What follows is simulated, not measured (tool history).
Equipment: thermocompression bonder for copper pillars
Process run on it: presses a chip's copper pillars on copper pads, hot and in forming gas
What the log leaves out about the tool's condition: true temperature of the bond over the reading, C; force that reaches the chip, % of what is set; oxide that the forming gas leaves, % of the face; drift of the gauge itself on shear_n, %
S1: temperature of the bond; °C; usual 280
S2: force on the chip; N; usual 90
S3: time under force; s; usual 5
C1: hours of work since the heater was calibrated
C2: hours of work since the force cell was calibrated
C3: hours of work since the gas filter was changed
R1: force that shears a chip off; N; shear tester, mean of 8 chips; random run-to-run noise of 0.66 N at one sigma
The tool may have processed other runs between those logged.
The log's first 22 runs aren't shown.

run   hour   S1   S2  S3  C1   C2   C3    R1
 23  321.9  280   55   4  22  246  133  34.4
 24  332.0  274  110   5  29  254  141  59.3
     341.8  -- forming gas filter changed
 25  344.2  274  108   5  38  262    2  62.2
 26  362.5  274  108   5  51  276   15  60.4
 27  375.3  253   89   3  61  285   25  33.0
 28  390.1  253   89   3  71  296   35  32.8
 29  402.1  261  121   8  80  305   44  67.4
 30  412.2  261  121   8  88  312   52  67.7

Forecast each of these 5 alternatives for the next run:
  A  430.5  297   56   5  101  325  65   ?
  B  430.5  261   62   8  101  325  65   ?
  C  430.5  297  121   9  101  325  65   ?
  D  430.5  291   97   6  101  325  65   ?
  E  430.5  261  106   6  101  325  65   ?

run    R1
  A  46.7
  B  41.9
  C  95.3
  D  71.2
  E  56.2
With no hidden state in the tool, these same runs would have given:
run    R1
  A  46.3
  B  41.4
  C  95.5
  D  70.9
  E  55.6
